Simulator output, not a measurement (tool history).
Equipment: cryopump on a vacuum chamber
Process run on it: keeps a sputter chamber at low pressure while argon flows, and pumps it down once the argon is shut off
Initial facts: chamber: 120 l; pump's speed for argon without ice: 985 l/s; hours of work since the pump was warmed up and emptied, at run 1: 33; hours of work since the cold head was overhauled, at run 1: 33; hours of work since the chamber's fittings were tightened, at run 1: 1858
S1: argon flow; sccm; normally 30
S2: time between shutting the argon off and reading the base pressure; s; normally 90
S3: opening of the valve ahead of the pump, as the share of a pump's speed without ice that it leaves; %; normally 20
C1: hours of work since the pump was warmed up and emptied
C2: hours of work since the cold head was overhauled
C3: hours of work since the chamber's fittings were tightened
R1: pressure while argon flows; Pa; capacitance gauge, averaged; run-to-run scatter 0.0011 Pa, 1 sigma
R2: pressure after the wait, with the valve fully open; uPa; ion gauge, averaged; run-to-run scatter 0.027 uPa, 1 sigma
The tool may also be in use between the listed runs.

run,day,S1,S2,S3,C1,C2,C3,R1,R2
1,0.000,30,90,20,33,33,1858,0.2584,3.18
2,1.571,30,90,20,60,60,1886,0.2589,3.17
3,4.483,30,90,20,111,111,1937,0.2616,3.32
4,6.900,30,90,20,153,153,1979,0.2593,3.53
5,9.733,30,90,20,203,203,2029,0.2602,3.43
6,12.346,30,90,20,248,248,2074,0.2610,3.56
# day 12.671: leaking fittings of the chamber tightened, without venting
7,14.958,30,90,20,293,293,40,0.2632,1.30
8,17.071,30,90,20,329,329,77,0.2629,1.35
9,19.338,30,90,20,369,369,117,0.2639,1.36
10,22.267,30,90,20,420,420,168,0.2633,1.42
11,24.950,30,90,20,467,467,215,0.2646,1.49
12,27.588,30,90,20,513,513,261,0.2666,1.59
13,29.208,30,131,20,542,542,289,0.2673,1.34
14,31.567,30,90,34,583,583,330,0.1616,1.73
15,34.033,30,90,34,626,626,373,0.1624,1.78
16,36.867,30,90,34,675,675,423,0.1632,1.86
17,40.133,30,90,34,732,732,480,0.1641,1.88
18,41.929,30,90,34,764,764,511,0.1654,1.94
19,43.883,28,184,57,798,798,545,0.0981,1.60
20,47.154,28,184,57,855,855,603,0.0996,1.62
21,49.475,47,21,34,896,896,643,0.2638,5.14
22,51.950,30,259,55,939,939,686,0.1128,1.69
23,54.038,33,210,15,975,975,723,0.3995,1.82
24,56.425,37,184,15,1017,1017,765,0.4486,1.97
25,58.225,30,27,37,1049,1049,796,0.1618,4.70
26,60.417,30,195,20,1087,1087,834,0.2789,2.05
# day 61.042: pump warmed up, emptied and cooled again
27,64.050,16,86,20,53,1147,894,0.1374,2.17
28,67.267,16,86,20,109,1203,950,0.1377,2.24
29,69.879,17,26,49,154,1248,996,0.0609,4.54

Each row is a separate what-if for the run after 29, all from the same tool condition, not one after another. Results?
A,72.362,50,61,43,198,1292,1039,?,?
B,72.362,17,25,16,198,1292,1039,?,?
C,72.362,21,215,53,198,1292,1039,?,?
D,72.362,54,90,29,198,1292,1039,?,?

run,R1,R2
A,0.2048,2.81
B,0.1861,4.69
C,0.0703,1.75
D,0.3261,2.42
With the hidden condition removed and each run's random variation left untouched, the same runs would have given:
run,R1,R2
A,0.1988,1.68
B,0.1840,3.56
C,0.0678,0.63
D,0.3196,1.27
